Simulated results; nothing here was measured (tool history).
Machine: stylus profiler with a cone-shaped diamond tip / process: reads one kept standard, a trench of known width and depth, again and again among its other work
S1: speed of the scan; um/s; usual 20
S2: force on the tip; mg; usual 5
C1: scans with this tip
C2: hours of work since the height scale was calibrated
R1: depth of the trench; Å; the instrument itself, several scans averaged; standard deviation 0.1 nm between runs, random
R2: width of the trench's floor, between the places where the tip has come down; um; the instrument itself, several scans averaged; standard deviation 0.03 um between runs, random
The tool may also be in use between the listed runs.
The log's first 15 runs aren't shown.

{"run": 16, "hour": 516.5, "S1": 8, "S2": 5, "C1": 7770, "C2": 253, "R1": 1022, "R2": 48.2}
{"run": 17, "hour": 558.8, "S1": 8, "S2": 8.42, "C1": 7914, "C2": 285, "R1": 1031.2, "R2": 48.16}
{"run": 18, "hour": 603.3, "S1": 5, "S2": 5.13, "C1": 8065, "C2": 318, "R1": 1023.5, "R2": 48.22}
{"run": 19, "hour": 623.4, "S1": 28, "S2": 10.03, "C1": 8133, "C2": 333, "R1": 1036.3, "R2": 48.22}
{"run": 20, "hour": 652.3, "S1": 52, "S2": 9.81, "C1": 8231, "C2": 354, "R1": 1034.2, "R2": 48.15}
{"run": 21, "hour": 681.2, "S1": 31, "S2": 5, "C1": 8330, "C2": 375, "R1": 1022.8, "R2": 48.18}
{"run": 22, "hour": 710.8, "S1": 8, "S2": 13.92, "C1": 8430, "C2": 397, "R1": 1047.2, "R2": 48.22}
{"run": 23, "hour": 754.1, "S1": 12, "S2": 5.43, "C1": 8577, "C2": 429, "R1": 1025, "R2": 48.21}
{"run": 24, "hour": 780.4, "S1": 20, "S2": 1.67, "C1": 8667, "C2": 449, "R1": 1011.6, "R2": 48.15}
{"run": 25, "hour": 813.4, "S1": 20, "S2": 12.26, "C1": 8779, "C2": 473, "R1": 1041.9, "R2": 48.16}
{"run": 26, "hour": 842.6, "S1": 20, "S2": 12.26, "C1": 8878, "C2": 495, "R1": 1042.5, "R2": 48.16}
{"run": 27, "hour": 864.8, "S1": 9, "S2": 11.89, "C1": 8953, "C2": 512, "R1": 1041, "R2": 48.16}
{"run": 28, "hour": 908.2, "S1": 62, "S2": 13.3, "C1": 9101, "C2": 544, "R1": 1044, "R2": 48.08}
{"run": 29, "hour": 941.1, "S1": 20, "S2": 8.52, "C1": 9212, "C2": 568, "R1": 1034, "R2": 48.18}
{"run": 30, "hour": 985.8, "S1": 20, "S2": 8.52, "C1": 9364, "C2": 601, "R1": 1031, "R2": 48.12}

Forecast each of these 3 alternatives for the next run:
{"run": "A", "hour": 1025.7, "S1": 20, "S2": 7.63, "C1": 9500, "C2": 631, "R1": "?", "R2": "?"}
{"run": "B", "hour": 1025.7, "S1": 9, "S2": 2.39, "C1": 9500, "C2": 631, "R1": "?", "R2": "?"}
{"run": "C", "hour": 1025.7, "S1": 20, "S2": 6.97, "C1": 9500, "C2": 631, "R1": "?", "R2": "?"}

run=A R1=1031.4 R2=48.17
run=B R1=1017.1 R2=48.13
run=C R1=1030.4 R2=48.11
Stripped of hidden state, with their random variation kept, the same runs would have yielded:
run=A R1=1027.5 R2=48.6
run=B R1=1013.3 R2=48.56
run=C R1=1026.5 R2=48.55

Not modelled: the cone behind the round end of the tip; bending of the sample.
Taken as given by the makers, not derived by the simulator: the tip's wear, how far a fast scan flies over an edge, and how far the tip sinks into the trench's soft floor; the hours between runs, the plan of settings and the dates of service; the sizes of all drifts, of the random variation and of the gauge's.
